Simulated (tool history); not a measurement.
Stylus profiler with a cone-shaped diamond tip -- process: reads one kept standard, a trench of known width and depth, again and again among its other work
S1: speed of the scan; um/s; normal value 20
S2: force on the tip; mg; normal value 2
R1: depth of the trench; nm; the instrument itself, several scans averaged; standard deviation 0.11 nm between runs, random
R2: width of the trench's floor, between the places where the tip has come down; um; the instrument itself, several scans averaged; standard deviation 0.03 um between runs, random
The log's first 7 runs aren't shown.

| run | day | S1 | S2 | R1 | R2 |
|---|---|---|---|---|---|
| 8 | 21.679 | 20 | 2 | 201.82 | 96.45 |
| 9 | 24.142 | 9 | 2 | 201.96 | 96.49 |
| 10 | 26.808 | 9 | 2 | 201.93 | 96.48 |
| 11 | 29.121 | 9 | 2 | 201.68 | 96.54 |
| 12 | 32.129 | 9 | 2 | 201.88 | 96.47 |
| 13 | 36.292 | 9 | 2 | 201.88 | 96.54 |
| 14 | 39.179 | 20 | 2.1 | 201.97 | 96.37 |
| 15 | 43.404 | 20 | 2.1 | 201.81 | 96.5 |
| 16 | 47.888 | 20 | 2.1 | 201.68 | 96.39 |
| 17 | 52.125 | 20 | 2.1 | 201.78 | 96.42 |
| 18 | 55.796 | 20 | 2.1 | 201.65 | 96.35 |
| 19 | 58.408 | 20 | 2.1 | 201.7 | 96.44 |
| 20 | 60.996 | 18 | 5.07 | 203.21 | 96.41 |

Expected results for the next run?
| 21 | 63.812 | 18 | 5.07 | ? | ? |

Run 21 produced R1 203.21 nm, R2 96.41 um.
With the hidden condition absent and the run-to-run variation left alone, this run would have shown R1 203.6 nm, R2 97.14 um.
